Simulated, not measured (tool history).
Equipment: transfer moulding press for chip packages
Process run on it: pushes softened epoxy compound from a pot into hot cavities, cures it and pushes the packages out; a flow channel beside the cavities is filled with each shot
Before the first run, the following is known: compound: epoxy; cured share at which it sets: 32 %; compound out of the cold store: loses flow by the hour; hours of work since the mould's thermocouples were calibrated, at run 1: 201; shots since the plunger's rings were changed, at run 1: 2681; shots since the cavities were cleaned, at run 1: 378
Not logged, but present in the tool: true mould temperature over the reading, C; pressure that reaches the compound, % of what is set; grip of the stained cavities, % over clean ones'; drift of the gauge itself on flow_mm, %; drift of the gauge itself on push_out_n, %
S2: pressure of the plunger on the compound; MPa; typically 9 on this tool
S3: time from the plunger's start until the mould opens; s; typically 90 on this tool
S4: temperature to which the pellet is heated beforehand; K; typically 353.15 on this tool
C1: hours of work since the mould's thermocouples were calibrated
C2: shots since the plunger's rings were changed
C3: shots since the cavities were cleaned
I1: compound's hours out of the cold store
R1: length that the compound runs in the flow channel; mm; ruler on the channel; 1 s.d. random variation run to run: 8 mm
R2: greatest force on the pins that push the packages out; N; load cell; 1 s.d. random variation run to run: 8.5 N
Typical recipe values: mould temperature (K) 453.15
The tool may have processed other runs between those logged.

Run 1, hour 0: usual settings; C1 201; C2 2681; C3 378; I1 23.8. Result: R1 992 mm, R2 366 N.
Run 2, hour 16.6: usual settings; C1 212; C2 2898; C3 595; I1 12.4. Result: R1 1050 mm, R2 380 N.
Run 3, hour 31.3: usual settings; C1 223; C2 3089; C3 786; I1 32.4. Result: R1 954 mm, R2 361 N.
At hour 37: cavities cleaned with cleaning compound and waxed.
Run 4, hour 51.4: usual settings but mould temperature (K) 447.15; C1 236; C2 3333; C3 188; I1 40.5. Result: R1 927 mm, R2 460 N.
Run 5, hour 76.6: usual settings but mould temperature (K) 447.15; C1 253; C2 3660; C3 515; I1 34.5. Result: R1 945 mm, R2 470 N.
Run 6, hour 92.5: usual settings but mould temperature (K) 447.15; C1 264; C2 3868; C3 723; I1 22.8. Result: R1 1032 mm, R2 466 N.
At hour 103.2: cavities cleaned with cleaning compound and waxed.
Run 7, hour 110.4: usual settings; C1 276; C2 4082; C3 94; I1 38.9. Result: R1 900 mm, R2 367 N.
Run 8, hour 127.3: usual settings; C1 288; C2 4302; C3 314; I1 26.1. Result: R1 981 mm, R2 379 N.
Run 9, hour 140.5: usual settings; C1 297; C2 4474; C3 486; I1 8.1. Result: R1 1078 mm, R2 385 N.
Run 10, hour 161.4: usual settings but S2 8.6 MPa; C1 311; C2 4747; C3 759; I1 17.1. Result: R1 999 mm, R2 379 N.
At hour 170: cavities cleaned with cleaning compound and waxed.
Run 11, hour 179.6: usual settings but S2 7.36 MPa; C1 323; C2 4964; C3 125; I1 44.6. Result: R1 789 mm, R2 365 N.
Run 12, hour 191.3: usual settings but S2 7.36 MPa; C1 331; C2 5116; C3 277; I1 22.1. Result: R1 889 mm, R2 388 N.
Run 13, hour 209: usual settings but S2 7.36 MPa; C1 344; C2 5348; C3 509; I1 20.1. Result: R1 914 mm, R2 396 N.
At hour 212.8: plunger's sealing rings changed.
Run 14, hour 230.2: usual settings; C1 357; C2 227; C3 753; I1 27.7. Result: R1 960 mm, R2 377 N.
At hour 239.7: cavities cleaned with cleaning compound and waxed.
Run 15, hour 254.8: usual settings; C1 373; C2 527; C3 196; I1 32. Result: R1 965 mm, R2 371 N.
Run 16, hour 276.4: usual settings but mould temperature (K) 445.15, S2 7.32 MPa, S3 73 s, S4 351.15 K; C1 388; C2 810; C3 479; I1 39.9. Result: R1 846 mm, R2 795 N.
Run 17, hour 288: usual settings but mould temperature (K) 445.15, S2 7.33 MPa, S3 111 s, S4 351.15 K; C1 396; C2 961; C3 630; I1 11.6. Result: R1 1006 mm, R2 416 N.
At hour 305.7: cavities cleaned with cleaning compound and waxed.
Run 18, hour 307.5: usual settings but mould temperature (K) 456.15, S2 7.21 MPa, S3 97 s, S4 351.15 K; C1 409; C2 1195; C3 23; I1 18.6. Result: R1 902 mm, R2 341 N.
Run 19, hour 332.1: usual settings but mould temperature (K) 448.15, S2 7.27 MPa, S3 102 s, S4 362.15 K; C1 426; C2 1516; C3 344; I1 19.3. Result: R1 922 mm, R2 416 N.
Run 20, hour 356.2: usual settings but mould temperature (K) 448.15, S2 7.27 MPa, S3 102 s, S4 362.15 K; C1 443; C2 1831; C3 659; I1 28.9. Result: R1 889 mm, R2 381 N.
At hour 372.7: cavities cleaned with cleaning compound and waxed.
Run 21, hour 379.9: usual settings but S2 7.75 MPa; C1 458; C2 2120; C3 94; I1 41.3. Result: R1 839 mm, R2 366 N.
Run 22, hour 390.4: usual settings but mould temperature (K) 452.15, S2 10.53 MPa, S3 87 s, S4 355.15 K; C1 465; C2 2257; C3 231; I1 17. Result: R1 1108 mm, R2 423 N.
Run 23, hour 411.1: usual settings but S2 6.88 MPa; C1 480; C2 2527; C3 501; I1 45.1. Result: R1 764 mm, R2 378 N.
Run 24, hour 421.6: usual settings but mould temperature (K) 455.15, S2 7.56 MPa, S3 74 s, S4 349.15 K; C1 487; C2 2663; C3 637; I1 25.8. Result: R1 886 mm, R2 422 N.
At hour 438.8: cavities cleaned with cleaning compound and waxed.
Run 25, hour 445: usual settings but S4 350.15 K; C1 502; C2 2949; C3 80; I1 35.7. Result: R1 917 mm, R2 366 N.
Run 26, hour 461.3: usual settings but mould temperature (K) 452.15, S2 9.91 MPa, S4 350.15 K; C1 514; C2 3161; C3 292; I1 39.7. Result: R1 946 mm, R2 391 N.
Run 27, hour 484.7: usual settings but mould temperature (K) 452.15, S2 9.91 MPa, S4 350.15 K; C1 530; C2 3467; C3 598; I1 20.2. Result: R1 1072 mm, R2 374 N.

Alternative continuations, all from the tool just after run 27; predict every row:
At hour 505: cavities cleaned with cleaning compound and waxed.
Run A, hour 510.9: usual settings but mould temperature (K) 447.15, S2 7.85 MPa; C1 547; C2 3789; C3 78; I1 20.6. Result: R1 ?, R2 ?.
At hour 505: cavities cleaned with cleaning compound and waxed.
Run B, hour 510.9: usual settings but S2 9.78 MPa; C1 547; C2 3789; C3 78; I1 10.4. Result: R1 ?, R2 ?.
At hour 505: cavities cleaned with cleaning compound and waxed.
Run C, hour 510.9: usual settings but S2 7.2 MPa, S3 110 s; C1 547; C2 3789; C3 78; I1 19.1. Result: R1 ?, R2 ?.

run    R1   R2
  A   966  489
  B  1092  386
  C   930  360
Had the tool no hidden state, the same runs would have come out as:
run    R1   R2
  A   967  488
  B  1093  385
  C   931  360
